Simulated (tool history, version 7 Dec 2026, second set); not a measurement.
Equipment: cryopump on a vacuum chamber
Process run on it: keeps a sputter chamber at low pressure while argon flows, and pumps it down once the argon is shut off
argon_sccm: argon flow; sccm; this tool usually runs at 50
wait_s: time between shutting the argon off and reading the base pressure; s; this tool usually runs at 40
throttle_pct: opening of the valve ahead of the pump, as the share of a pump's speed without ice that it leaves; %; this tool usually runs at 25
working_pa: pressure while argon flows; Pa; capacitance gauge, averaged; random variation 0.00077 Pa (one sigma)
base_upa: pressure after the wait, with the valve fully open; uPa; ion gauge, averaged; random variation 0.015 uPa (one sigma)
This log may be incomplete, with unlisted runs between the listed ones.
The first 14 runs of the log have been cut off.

| run | hour | argon_sccm | wait_s | throttle_pct | hours of work since the pump was warmed up and emptied | hours of work since the cold head was overhauled | hours of work since the chamber's fittings were tightened | working_pa | base_upa |
|---|---|---|---|---|---|---|---|---|---|
| 15 | 253.0 | 70 | 40 | 25 | 432 | 432 | 3223 | 0.2129 | 1.73 |
| 16 | 264.7 | 70 | 40 | 25 | 437 | 437 | 3229 | 0.2142 | 1.71 |
| 17 | 283.0 | 50 | 40 | 18 | 446 | 446 | 3237 | 0.2098 | 1.71 |
| 18 | 294.1 | 50 | 40 | 18 | 451 | 451 | 3242 | 0.2102 | 1.72 |
| 19 | 306.7 | 50 | 95 | 18 | 457 | 457 | 3248 | 0.2102 | 0.89 |
| 20 | 318.5 | 50 | 95 | 18 | 462 | 462 | 3254 | 0.2086 | 0.92 |
| 21 | 334.5 | 50 | 25 | 36 | 470 | 470 | 3261 | 0.1092 | 2.56 |
| 22 | 353.7 | 54 | 156 | 30 | 478 | 478 | 3270 | 0.1380 | 0.71 |
| 23 | 375.5 | 50 | 151 | 29 | 489 | 489 | 3280 | 0.1326 | 0.71 |
| 24 | 395.5 | 54 | 201 | 47 | 498 | 498 | 3290 | 0.0927 | 0.63 |
| 25 | 407.9 | 50 | 40 | 16 | 504 | 504 | 3295 | 0.2359 | 1.71 |
| 26 | 421.3 | 50 | 40 | 16 | 510 | 510 | 3302 | 0.2386 | 1.73 |
| 27 | 431.3 | 30 | 40 | 25 | 515 | 515 | 3306 | 0.0914 | 1.75 |
| 28 | 443.1 | 26 | 210 | 57 | 520 | 520 | 3312 | 0.0371 | 0.63 |
| 29 | 467.1 | 63 | 35 | 25 | 531 | 531 | 3323 | 0.1944 | 1.89 |
| 30 | 488.2 | 63 | 35 | 25 | 541 | 541 | 3333 | 0.1946 | 1.92 |
| 31 | 508.9 | 25 | 41 | 57 | 551 | 551 | 3342 | 0.0358 | 1.72 |

Run 32 has not been measured yet. What should we expect?
| 32 | 531.6 | 33 | 133 | 25 | 561 | 561 | 3353 | ? | ? |

{"run 32": {"working_pa": 0.1021, "base_upa": 0.79}}
If the tool had no hidden condition, the same run with the same run-to-run variation would have returned working_pa 0.0965 Pa, base_upa 0.55 uPa.
